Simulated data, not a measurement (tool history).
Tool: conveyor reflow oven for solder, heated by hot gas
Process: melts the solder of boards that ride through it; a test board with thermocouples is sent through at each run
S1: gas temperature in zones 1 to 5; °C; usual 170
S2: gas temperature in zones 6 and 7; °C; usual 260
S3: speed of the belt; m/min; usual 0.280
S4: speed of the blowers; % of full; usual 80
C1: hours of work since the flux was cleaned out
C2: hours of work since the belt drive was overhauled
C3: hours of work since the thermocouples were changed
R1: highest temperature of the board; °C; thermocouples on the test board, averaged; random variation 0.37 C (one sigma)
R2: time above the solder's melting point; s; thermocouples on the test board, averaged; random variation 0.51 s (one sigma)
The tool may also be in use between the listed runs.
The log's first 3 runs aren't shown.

run   hour   S1   S2     S3  S4   C1   C2   C3     R1     R2
  4  101.8  160  260  0.280  80  122  261  685  249.4   86.9
  5  135.5  170  260  0.280  62  140  279  703  246.3   87.5
  6  158.3  170  260  0.280  62  153  292  716  246.1   87.3
  7  196.7  170  260  0.280  62  174  313  737  246.1   87.8
  8  227.8  170  260  0.280  62  191  330  754  246.7   87.6
  9  255.0  170  260  0.280  62  206  345  769  246.7   86.5
 10  289.4  177  260  0.280  80  225  364  788  252.5   99.7
 11  318.3  177  260  0.280  80  241  380  804  251.7  100.0
 12  355.1  170  260  0.273  80  261  400  824  251.1   99.1
 13  373.4  170  260  0.280  80  271  410  834  250.6   94.8
 14  399.5  170  260  0.280  80  286  425  849  250.5   94.9
 15  423.8  170  260  0.280  80  299  438  862  250.1   94.8
 16  448.9  170  260  0.230  80  313  452  876  254.8  124.5
 17  484.9  170  272  0.234  75  333  472  896  265.1  131.6
 18  512.7  183  266  0.280  80  348  487  911  257.3  110.1
 19  537.4  171  258  0.238  69  362  501  925  250.9  114.1
     576.7  -- flux residue cleaned out of gas plates and filters
 20  580.7  162  258  0.330  52    2  522  946  234.0   48.2
 21  606.5  162  258  0.330  52   16  536  960  233.9   47.7
 22  639.6  158  257  0.280  66   35  554  978  244.4   77.4
 23  663.7  170  265  0.280  74   48  568  991  254.3   99.9

Forecast run 24:
 24  708.2  168  264  0.338  62  72  592  1016   ?   ?

R1: 244.1 °C
R2: 65.6 s
Without the tool's hidden state the same run would have given R1 241.8 °C, R2 61.8 s.
